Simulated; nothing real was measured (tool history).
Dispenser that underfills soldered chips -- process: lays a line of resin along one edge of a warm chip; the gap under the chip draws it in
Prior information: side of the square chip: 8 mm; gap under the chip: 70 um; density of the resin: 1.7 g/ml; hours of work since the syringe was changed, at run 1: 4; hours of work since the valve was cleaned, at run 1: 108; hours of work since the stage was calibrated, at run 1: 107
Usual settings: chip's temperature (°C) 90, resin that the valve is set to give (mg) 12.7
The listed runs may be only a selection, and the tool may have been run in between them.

run	hour	chip's temperature (°C)	resin that the valve is set to give (mg)	hours of work since the syringe was changed	hours of work since the valve was cleaned	hours of work since the stage was calibrated	time until the resin shows at the far edge (s)	resin that the valve gave (mg)
1	0	90	12.7	4	108	107	82.9	12.29
# hour 4.2: new syringe of resin
2	6.1	90	15.8	1	113	111	71.9	15.21
3	11.3	90	12.7	5	117	115	89.7	12.24
# hour 13.5: new syringe of resin
4	15.6	90	12.7	2	120	118	71.6	12.22
# hour 22.1: dispensing valve cleaned and set on the balance
5	22.5	90	13.9	6	0	123	92.7	13.86
# hour 24.4: new syringe of resin
6	28.9	86	13.9	3	5	127	94.3	13.83
# hour 33.9: new syringe of resin
7	37.6	86	13.9	3	11	134	87.3	13.7
# hour 43.2: new syringe of resin
8	45.2	86	13.9	2	17	139	84.7	13.79
# hour 52.8: new syringe of resin
9	53.3	90	12.7	0	23	145	67.6	12.49
10	57	77	12.7	3	26	148	137	12.54
11	60.8	90	12.7	6	29	151	90.5	12.45
# hour 62.3: new syringe of resin
12	65.1	90	12.7	2	32	154	74	12.55
13	70.3	90	12.7	6	36	158	92.9	12.53
# hour 71.9: new syringe of resin
14	77.6	90	11.2	4	41	164	86.4	11.06
# hour 81.5: new syringe of resin
15	86.6	90	12.7	4	48	170	80.8	12.48
# hour 90.8: new syringe of resin
16	93	90	12.7	2	53	175	71.5	12.48
# hour 100.3: new syringe of resin
17	102.2	90	12.7	1	59	182	72.2	12.38
# hour 109.9: new syringe of resin
18	110.3	92	16.1	0	65	188	61.1	15.66
19	114.1	86	13.4	3	68	191	92	13.06
# hour 119.7: new syringe of resin
20	122.9	94	14	2	75	197	60	13.58
# hour 129.5: new syringe of resin
21	130.7	94	14	1	81	203	58	13.55
# hour 138.9: new syringe of resin
22	138.9	104	12.7	0	87	209	37.4	12.31
23	147.3	104	12.7	6	93	216	52.9	12.29
# hour 148.4: new syringe of resin
24	153.7	104	12.7	4	98	220	47.2	12.22
# hour 158: new syringe of resin
25	160.6	80	13.2	2	103	225	110.3	12.68
26	165.6	80	13.2	6	107	229	135.4	12.64
# hour 167.6: new syringe of resin
27	170.2	87	13.9	2	110	232	81	13.36
28	175.9	80	11.6	6	114	237	141.3	11.12
# hour 177.5: new syringe of resin
29	184.3	83	12.1	5	121	243	115.4	11.55
# hour 187: new syringe of resin
# hour 190.4: dispensing valve cleaned and set on the balance
30	194.6	92	11.9	5	3	250	79.6	11.81
# hour 197.5: new syringe of resin
31	199.4	95	11.2	1	7	253	58.2	11.2
# hour 206.9: new syringe of resin
32	208	95	11.2	1	13	260	54.8	11.16
# hour 216.4: new syringe of resin
33	217.2	76	10.8	1	20	267	122.9	10.77
34	224	100	16.3	6	25	272	57.9	16.27

Across each entry between runs, compare the hidden state at the last listed run before it with the hidden state at the first listed run after it:
Between runs 1 and 2: new syringe of resin (hour 4.2)
  resin's viscosity, % of fresh resin's: 125.3 -> 108.1; dose that the valve gives, % of what is set: 96.52 -> 96.38; true chip temperature over the reading, C: 0.4 -> 0.42
  measured value less the no-hidden-state value, time until the resin shows at the far edge (s): +15.9 -> +4.2; resin that the valve gave (mg): -0.45 -> -0.57
Between runs 3 and 4: new syringe of resin (hour 13.5)
  resin's viscosity, % of fresh resin's: 134.4 -> 109.1; dose that the valve gives, % of what is set: 96.24 -> 96.14; true chip temperature over the reading, C: 0.44 -> 0.46
  measured value less the no-hidden-state value, time until the resin shows at the far edge (s): +21.9 -> +5; resin that the valve gave (mg): -0.48 -> -0.49
Between runs 4 and 5: dispensing valve cleaned and set on the balance (hour 22.1)
  resin's viscosity, % of fresh resin's: 109.1 -> 139.7; dose that the valve gives, % of what is set: 96.14 -> 99.59; true chip temperature over the reading, C: 0.46 -> 0.48
  measured value less the no-hidden-state value, time until the resin shows at the far edge (s): +5 -> +25.1; resin that the valve gave (mg): -0.49 -> -0.06
Between runs 5 and 6: new syringe of resin (hour 24.4)
  resin's viscosity, % of fresh resin's: 139.7 -> 122; dose that the valve gives, % of what is set: 99.59 -> 99.43; true chip temperature over the reading, C: 0.48 -> 0.5
  measured value less the no-hidden-state value, time until the resin shows at the far edge (s): +25.1 -> +15.3; resin that the valve gave (mg): -0.06 -> -0.08
Between runs 6 and 7: new syringe of resin (hour 33.9)
  resin's viscosity, % of fresh resin's: 122 -> 115.1; dose that the valve gives, % of what is set: 99.43 -> 99.21; true chip temperature over the reading, C: 0.5 -> 0.53
  measured value less the no-hidden-state value, time until the resin shows at the far edge (s): +15.3 -> +9.8; resin that the valve gave (mg): -0.08 -> -0.11
Between runs 7 and 8: new syringe of resin (hour 43.2)
  resin's viscosity, % of fresh resin's: 115.1 -> 108.8; dose that the valve gives, % of what is set: 99.21 -> 99.01; true chip temperature over the reading, C: 0.53 -> 0.56
  measured value less the no-hidden-state value, time until the resin shows at the far edge (s): +9.8 -> +5.1; resin that the valve gave (mg): -0.11 -> -0.14
Between runs 8 and 9: new syringe of resin (hour 52.8)
  resin's viscosity, % of fresh resin's: 108.8 -> 102.5; dose that the valve gives, % of what is set: 99.01 -> 98.81; true chip temperature over the reading, C: 0.56 -> 0.59
  measured value less the no-hidden-state value, time until the resin shows at the far edge (s): +5.1 -> +0.1; resin that the valve gave (mg): -0.14 -> -0.15
Between runs 11 and 12: new syringe of resin (hour 62.3)
  resin's viscosity, % of fresh resin's: 140.5 -> 113.2; dose that the valve gives, % of what is set: 98.62 -> 98.52; true chip temperature over the reading, C: 0.61 -> 0.63
  measured value less the no-hidden-state value, time until the resin shows at the far edge (s): +24.5 -> +7; resin that the valve gave (mg): -0.17 -> -0.18
Between runs 13 and 14: new syringe of resin (hour 71.9)
  resin's viscosity, % of fresh resin's: 140.8 -> 126.1; dose that the valve gives, % of what is set: 98.38 -> 98.2; true chip temperature over the reading, C: 0.65 -> 0.68
  measured value less the no-hidden-state value, time until the resin shows at the far edge (s): +25.2 -> +16.1; resin that the valve gave (mg): -0.2 -> -0.2
Between runs 14 and 15: new syringe of resin (hour 81.5)
  resin's viscosity, % of fresh resin's: 126.1 -> 123.4; dose that the valve gives, % of what is set: 98.2 -> 97.99; true chip temperature over the reading, C: 0.68 -> 0.71
  measured value less the no-hidden-state value, time until the resin shows at the far edge (s): +16.1 -> +13.6; resin that the valve gave (mg): -0.2 -> -0.26
Between runs 15 and 16: new syringe of resin (hour 90.8)
  resin's viscosity, % of fresh resin's: 123.4 -> 109.1; dose that the valve gives, % of what is set: 97.99 -> 97.85; true chip temperature over the reading, C: 0.71 -> 0.73
  measured value less the no-hidden-state value, time until the resin shows at the far edge (s): +13.6 -> +4.1; resin that the valve gave (mg): -0.26 -> -0.27
Between runs 16 and 17: new syringe of resin (hour 100.3)
  resin's viscosity, % of fresh resin's: 109.1 -> 109.7; dose that the valve gives, % of what is set: 97.85 -> 97.63; true chip temperature over the reading, C: 0.73 -> 0.76
  measured value less the no-hidden-state value, time until the resin shows at the far edge (s): +4.1 -> +4.5; resin that the valve gave (mg): -0.27 -> -0.3
Between runs 17 and 18: new syringe of resin (hour 109.9)
  resin's viscosity, % of fresh resin's: 109.7 -> 102.1; dose that the valve gives, % of what is set: 97.63 -> 97.43; true chip temperature over the reading, C: 0.76 -> 0.79
  measured value less the no-hidden-state value, time until the resin shows at the far edge (s): +4.5 -> -0.7; resin that the valve gave (mg): -0.3 -> -0.41
Between runs 19 and 20: new syringe of resin (hour 119.7)
  resin's viscosity, % of fresh resin's: 120 -> 111.7; dose that the valve gives, % of what is set: 97.34 -> 97.12; true chip temperature over the reading, C: 0.81 -> 0.84
  measured value less the no-hidden-state value, time until the resin shows at the far edge (s): +12.8 -> +4.6; resin that the valve gave (mg): -0.35 -> -0.4
Between runs 20 and 21: new syringe of resin (hour 129.5)
  resin's viscosity, % of fresh resin's: 111.7 -> 105.3; dose that the valve gives, % of what is set: 97.12 -> 96.93; true chip temperature over the reading, C: 0.84 -> 0.87
  measured value less the no-hidden-state value, time until the resin shows at the far edge (s): +4.6 -> +1; resin that the valve gave (mg): -0.4 -> -0.43
Between runs 21 and 22: new syringe of resin (hour 138.9)
  resin's viscosity, % of fresh resin's: 105.3 -> 99; dose that the valve gives, % of what is set: 96.93 -> 96.73; true chip temperature over the reading, C: 0.87 -> 0.89
  measured value less the no-hidden-state value, time until the resin shows at the far edge (s): +1 -> -1.5; resin that the valve gave (mg): -0.43 -> -0.42
Between runs 23 and 24: new syringe of resin (hour 148.4)
  resin's viscosity, % of fresh resin's: 140.9 -> 125; dose that the valve gives, % of what is set: 96.51 -> 96.36; true chip temperature over the reading, C: 0.93 -> 0.95
  measured value less the no-hidden-state value, time until the resin shows at the far edge (s): +14.1 -> +8.2; resin that the valve gave (mg): -0.45 -> -0.47
Between runs 24 and 25: new syringe of resin (hour 158)
  resin's viscosity, % of fresh resin's: 125 -> 111.2; dose that the valve gives, % of what is set: 96.36 -> 96.2; true chip temperature over the reading, C: 0.95 -> 0.97
  measured value less the no-hidden-state value, time until the resin shows at the far edge (s): +8.2 -> +7.1; resin that the valve gave (mg): -0.47 -> -0.5
Between runs 26 and 27: new syringe of resin (hour 167.6)
  resin's viscosity, % of fresh resin's: 136.8 -> 110; dose that the valve gives, % of what is set: 96.06 -> 95.96; true chip temperature over the reading, C: 0.99 -> 1
  measured value less the no-hidden-state value, time until the resin shows at the far edge (s): +32.4 -> +4.3; resin that the valve gave (mg): -0.52 -> -0.56
Between runs 28 and 29: new syringe of resin (hour 177.5)
  resin's viscosity, % of fresh resin's: 139.2 -> 133.2; dose that the valve gives, % of what is set: 95.82 -> 95.62; true chip temperature over the reading, C: 1.02 -> 1.05
  measured value less the no-hidden-state value, time until the resin shows at the far edge (s): +35.9 -> +25.3; resin that the valve gave (mg): -0.48 -> -0.53
Between runs 29 and 30: new syringe of resin (hour 187); dispensing valve cleaned and set on the balance (hour 190.4)
  resin's viscosity, % of fresh resin's: 133.2 -> 133.7; dose that the valve gives, % of what is set: 95.62 -> 100.15; true chip temperature over the reading, C: 1.05 -> 1.09
  measured value less the no-hidden-state value, time until the resin shows at the far edge (s): +25.3 -> +17.4; resin that the valve gave (mg): -0.53 -> +0.02
Between runs 30 and 31: new syringe of resin (hour 197.5)
  resin's viscosity, % of fresh resin's: 133.7 -> 108.8; dose that the valve gives, % of what is set: 100.15 -> 100.03; true chip temperature over the reading, C: 1.09 -> 1.1
  measured value less the no-hidden-state value, time until the resin shows at the far edge (s): +17.4 -> +2.3; resin that the valve gave (mg): +0.02 -> +0
Between runs 31 and 32: new syringe of resin (hour 206.9)
  resin's viscosity, % of fresh resin's: 108.8 -> 104.8; dose that the valve gives, % of what is set: 100.03 -> 99.82; true chip temperature over the reading, C: 1.1 -> 1.13
  measured value less the no-hidden-state value, time until the resin shows at the far edge (s): +2.3 -> +0.1; resin that the valve gave (mg): +0 -> -0.02
Between runs 32 and 33: new syringe of resin (hour 216.4)
  resin's viscosity, % of fresh resin's: 104.8 -> 102.6; dose that the valve gives, % of what is set: 99.82 -> 99.59; true chip temperature over the reading, C: 1.13 -> 1.16
  measured value less the no-hidden-state value, time until the resin shows at the far edge (s): +0.1 -> -3.2; resin that the valve gave (mg): -0.02 -> -0.05

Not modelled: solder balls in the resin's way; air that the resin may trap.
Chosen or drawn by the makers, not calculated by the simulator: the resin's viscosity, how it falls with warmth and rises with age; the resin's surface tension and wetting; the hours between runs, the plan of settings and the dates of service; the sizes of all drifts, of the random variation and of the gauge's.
